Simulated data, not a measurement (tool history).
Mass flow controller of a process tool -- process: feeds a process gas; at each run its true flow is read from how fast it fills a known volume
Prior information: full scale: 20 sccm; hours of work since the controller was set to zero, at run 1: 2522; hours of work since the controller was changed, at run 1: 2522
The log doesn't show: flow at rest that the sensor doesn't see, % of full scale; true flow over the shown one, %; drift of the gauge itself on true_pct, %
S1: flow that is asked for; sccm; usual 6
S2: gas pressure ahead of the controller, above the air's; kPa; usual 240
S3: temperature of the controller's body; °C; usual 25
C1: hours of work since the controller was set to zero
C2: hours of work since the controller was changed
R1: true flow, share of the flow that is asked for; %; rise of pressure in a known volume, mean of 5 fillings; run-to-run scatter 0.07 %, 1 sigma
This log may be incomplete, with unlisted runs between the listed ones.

| run | hour | S1 | S2 | S3 | C1 | C2 | R1 |
|---|---|---|---|---|---|---|---|
| 1 | 0.0 | 6 | 240 | 25 | 2522 | 2522 | 102.09 |
| 2 | 191.6 | 6 | 240 | 25 | 2610 | 2610 | 102.19 |
| 3 | 346.2 | 6 | 240 | 25 | 2681 | 2681 | 102.13 |
| 4 | 541.4 | 6 | 240 | 23 | 2770 | 2770 | 102.05 |
| 5 | 780.0 | 6 | 193 | 25 | 2880 | 2880 | 102.84 |
| 6 | 911.9 | 6 | 193 | 25 | 2940 | 2940 | 102.78 |
| 7 | 1134.3 | 6 | 193 | 25 | 3042 | 3042 | 102.96 |
| 8 | 1431.5 | 6 | 193 | 25 | 3178 | 3178 | 103.14 |
| 9 | 1579.7 | 6 | 193 | 25 | 3246 | 3246 | 103.05 |
| 10 | 1860.4 | 6 | 156 | 25 | 3375 | 3375 | 103.58 |
|  | 1881.2 | controller's zero set anew |
| 11 | 2000.6 | 6 | 240 | 22 | 55 | 3439 | 104.01 |
| 12 | 2135.7 | 3 | 183 | 26 | 117 | 3501 | 108.89 |
| 13 | 2403.2 | 8 | 166 | 26 | 239 | 3623 | 104.16 |
|  | 2554.9 | controller's zero set anew, once more |
| 14 | 2597.4 | 3 | 166 | 21 | 19 | 3712 | 100.89 |
| 15 | 2880.8 | 7 | 260 | 25 | 149 | 3842 | 100.52 |
| 16 | 3127.2 | 16 | 260 | 23 | 262 | 3955 | 100.70 |
| 17 | 3389.0 | 16 | 260 | 23 | 382 | 4075 | 100.76 |
| 18 | 3673.8 | 10 | 151 | 25 | 513 | 4205 | 101.62 |

Consider 5 possible next runs. They are alternatives, not a sequence: every one starts from the tool as it was left by run 18. What does each give?
| A | 3905.4 | 5 | 251 | 29 | 619 | 4312 | ? |
| B | 3905.4 | 6 | 235 | 25 | 619 | 4312 | ? |
| C | 3905.4 | 6 | 157 | 25 | 619 | 4312 | ? |
| D | 3905.4 | 10 | 208 | 25 | 619 | 4312 | ? |
| E | 3905.4 | 4 | 170 | 33 | 619 | 4312 | ? |

| run | R1 |
|---|---|
| A | 101.40 |
| B | 101.12 |
| C | 101.73 |
| D | 101.33 |
| E | 102.38 |
With the hidden condition removed and each run's random variation left untouched, the same runs would have given:
| run | R1 |
|---|---|
| A | 99.39 |
| B | 99.22 |
| C | 99.83 |
| D | 99.65 |
| E | 100.21 |

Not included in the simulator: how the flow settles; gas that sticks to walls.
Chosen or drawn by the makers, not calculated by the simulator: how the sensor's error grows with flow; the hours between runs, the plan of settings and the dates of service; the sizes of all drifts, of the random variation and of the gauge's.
